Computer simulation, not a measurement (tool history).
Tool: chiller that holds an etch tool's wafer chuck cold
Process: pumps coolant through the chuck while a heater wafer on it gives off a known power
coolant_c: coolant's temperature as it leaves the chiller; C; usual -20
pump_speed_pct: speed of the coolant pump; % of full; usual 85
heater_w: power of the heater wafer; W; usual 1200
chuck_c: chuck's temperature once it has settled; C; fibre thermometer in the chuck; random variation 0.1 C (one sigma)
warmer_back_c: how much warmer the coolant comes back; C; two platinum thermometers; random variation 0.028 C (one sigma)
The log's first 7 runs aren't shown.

run,day,coolant_c,pump_speed_pct,heater_w,hours since the coolant was changed and the channels were flushed,hours since the pump was overhauled,hours since the chiller's thermometer was calibrated,chuck_c,warmer_back_c
8,13.892,-20,85,1200,1481,835,2254,-7.9,3.47
9,15.567,-20,62,1200,1521,875,2294,-5.8,4.81
10,16.854,-20,62,1200,1552,906,2325,-5.9,4.83
11,18.842,-20,85,800,1600,954,2373,-11.9,2.32
12,20.333,-20,68,1200,1636,990,2409,-6.4,4.41
13,21.729,-20,68,1200,1669,1023,2442,-6.5,4.42
14,23.250,-20,68,1200,1706,1060,2479,-6.4,4.37
15,25.092,-20,85,767,1750,1104,2523,-12.2,2.23
16,26.600,-20,85,1200,1786,1140,2559,-7.9,3.48
17,29.383,-23,77,1447,1853,1207,2626,-7.7,4.70
18,31.188,-22,94,1100,1896,1250,2669,-11.5,2.94
19,33.446,-22,94,1100,1950,1305,2723,-11.2,2.96
20,35.800,-29,65,1347,2007,1361,2780,-13.2,5.17
21,38.254,-11,76,748,2066,1420,2839,-3.0,2.49
22,40.271,-20,90,855,2114,1468,2887,-11.6,2.37
23,43.108,-20,76,1566,2182,1536,2955,-3.0,5.23
24,44.908,-19,64,1314,2225,1580,2998,-3.4,5.20
25,46.617,-24,66,1705,2267,1621,3039,-4.1,6.52
26,49.146,-24,66,1705,2327,1681,3100,-4.2,6.59
27,50.588,-20,68,618,2362,1716,3135,-12.6,2.30
28,52.158,-20,97,974,2399,1754,3172,-10.5,2.55
29,53.504,-20,97,974,2432,1786,3205,-10.4,2.54
30,55.817,-18,72,974,2487,1841,3260,-6.9,3.47
31,58.083,-20,72,1200,2542,1896,3315,-6.3,4.18

Forecast each of these 3 alternatives for the next run:
A,60.238,-21,90,1200,2593,1948,3366,?,?
B,60.238,-20,94,1200,2593,1948,3366,?,?
C,60.238,-22,96,931,2593,1948,3366,?,?

run,chuck_c,warmer_back_c
A,-8.7,3.40
B,-8.1,3.25
C,-12.7,2.44
Without the tool's hidden state the same runs would have given:
run,chuck_c,warmer_back_c
A,-10.0,3.24
B,-9.4,3.11
C,-13.8,2.33
